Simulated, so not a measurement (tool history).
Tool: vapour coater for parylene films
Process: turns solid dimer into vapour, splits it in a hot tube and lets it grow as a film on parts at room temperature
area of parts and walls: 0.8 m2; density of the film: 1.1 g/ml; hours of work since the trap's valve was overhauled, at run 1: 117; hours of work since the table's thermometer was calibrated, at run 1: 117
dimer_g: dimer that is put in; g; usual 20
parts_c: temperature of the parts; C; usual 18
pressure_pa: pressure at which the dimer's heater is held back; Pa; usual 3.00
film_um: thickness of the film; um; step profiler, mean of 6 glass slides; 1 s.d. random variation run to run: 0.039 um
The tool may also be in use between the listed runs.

| run | hour | dimer_g | parts_c | pressure_pa | hours of work since the trap's valve was overhauled | hours of work since the table's thermometer was calibrated | film_um |
|---|---|---|---|---|---|---|---|
| 1 | 0.0 | 20 | 18 | 3.00 | 117 | 117 | 13.40 |
| 2 | 47.9 | 36 | 18 | 3.00 | 139 | 139 | 24.22 |
| 3 | 90.0 | 36 | 18 | 3.00 | 158 | 158 | 24.10 |
| 4 | 128.5 | 9 | 18 | 3.00 | 176 | 176 | 6.01 |
| 5 | 180.9 | 9 | 18 | 3.00 | 201 | 201 | 6.00 |
| 6 | 231.3 | 20 | 24 | 3.00 | 224 | 224 | 10.26 |
| 7 | 264.4 | 20 | 24 | 3.00 | 240 | 240 | 10.30 |
| 8 | 332.5 | 20 | 24 | 8.24 | 271 | 271 | 8.17 |
| 9 | 373.6 | 20 | 18 | 3.00 | 290 | 290 | 13.08 |
|  | 422.9 | trap's valve overhauled |
| 10 | 422.9 | 20 | 18 | 3.00 | 0 | 312 | 13.78 |
| 11 | 463.6 | 20 | 18 | 3.00 | 19 | 331 | 13.82 |
| 12 | 523.3 | 20 | 18 | 3.00 | 47 | 358 | 13.73 |
| 13 | 553.0 | 20 | 18 | 3.00 | 61 | 372 | 13.77 |
| 14 | 613.7 | 20 | 18 | 3.00 | 89 | 400 | 13.60 |
| 15 | 670.1 | 20 | 18 | 3.00 | 115 | 427 | 13.55 |
| 16 | 699.9 | 20 | 18 | 3.00 | 129 | 441 | 13.52 |
| 17 | 741.0 | 20 | 18 | 3.00 | 148 | 460 | 13.53 |
| 18 | 795.1 | 20 | 18 | 3.00 | 173 | 485 | 13.43 |
| 19 | 850.1 | 20 | 18 | 3.00 | 199 | 511 | 13.37 |
| 20 | 896.9 | 20 | 18 | 3.00 | 221 | 532 | 13.30 |
| 21 | 948.9 | 20 | 18 | 3.00 | 245 | 557 | 13.27 |
| 22 | 1000.9 | 20 | 18 | 3.00 | 269 | 581 | 13.16 |
| 23 | 1046.4 | 20 | 18 | 3.00 | 290 | 602 | 13.18 |
| 24 | 1075.9 | 32 | 11 | 5.82 | 304 | 616 | 24.20 |
|  | 1095.8 | trap's valve overhauled |
| 25 | 1148.1 | 16 | 18 | 6.59 | 24 | 647 | 9.28 |
| 26 | 1200.8 | 12 | 15 | 6.59 | 49 | 672 | 7.88 |
| 27 | 1228.7 | 29 | 15 | 6.59 | 62 | 685 | 19.02 |
| 28 | 1273.7 | 13 | 29 | 3.08 | 83 | 706 | 5.60 |
| 29 | 1309.9 | 13 | 29 | 3.08 | 100 | 723 | 5.63 |
| 30 | 1342.1 | 19 | 15 | 7.27 | 115 | 738 | 12.03 |
| 31 | 1370.3 | 13 | 18 | 3.00 | 128 | 751 | 8.84 |
| 32 | 1419.3 | 8 | 13 | 3.05 | 151 | 774 | 6.65 |
| 33 | 1450.9 | 8 | 13 | 3.05 | 165 | 788 | 6.59 |
| 34 | 1509.0 | 20 | 27 | 3.12 | 192 | 816 | 9.21 |
| 35 | 1576.4 | 20 | 27 | 7.52 | 224 | 847 | 7.44 |
| 36 | 1610.3 | 32 | 16 | 6.70 | 240 | 863 | 19.48 |
| 37 | 1646.7 | 17 | 13 | 3.00 | 257 | 880 | 13.96 |
| 38 | 1699.6 | 29 | 12 | 7.22 | 281 | 904 | 20.20 |
|  | 1769.2 | trap's valve overhauled |
| 39 | 1769.6 | 15 | 12 | 4.10 | 0 | 935 | 12.49 |
| 40 | 1820.7 | 15 | 24 | 4.10 | 24 | 959 | 7.58 |
| 41 | 1860.3 | 15 | 24 | 4.10 | 42 | 977 | 7.55 |
| 42 | 1913.5 | 13 | 13 | 6.63 | 67 | 1002 | 9.25 |

Difference, measured minus no-hidden-state, one row per run. Run-to-run variation is common to both terms; the gauge's own scatter need not be:
What the log doesn't record here: vapour lost through the trap's worn valve, %; true temperature of the parts over the reading, C; drift of the gauge itself on film_um, %.
| run | film_um |
|---|---|
| 1 | -0.25 |
| 2 | -0.55 |
| 3 | -0.63 |
| 4 | -0.18 |
| 5 | -0.20 |
| 6 | -0.38 |
| 7 | -0.42 |
| 8 | -0.39 |
| 9 | -0.66 |
| 10 | +0.08 |
| 11 | +0.04 |
| 12 | -0.03 |
| 13 | -0.06 |
| 14 | -0.12 |
| 15 | -0.19 |
| 16 | -0.21 |
| 17 | -0.25 |
| 18 | -0.31 |
| 19 | -0.38 |
| 20 | -0.43 |
| 21 | -0.49 |
| 22 | -0.54 |
| 23 | -0.60 |
| 24 | -1.16 |
| 25 | +0.07 |
| 26 | +0.02 |
| 27 | +0.02 |
| 28 | -0.02 |
| 29 | -0.03 |
| 30 | -0.09 |
| 31 | -0.09 |
| 32 | -0.09 |
| 33 | -0.11 |
| 34 | -0.20 |
| 35 | -0.20 |
| 36 | -0.58 |
| 37 | -0.46 |
| 38 | -0.76 |
| 39 | +0.15 |
| 40 | +0.07 |
| 41 | +0.04 |
| 42 | +0.01 |
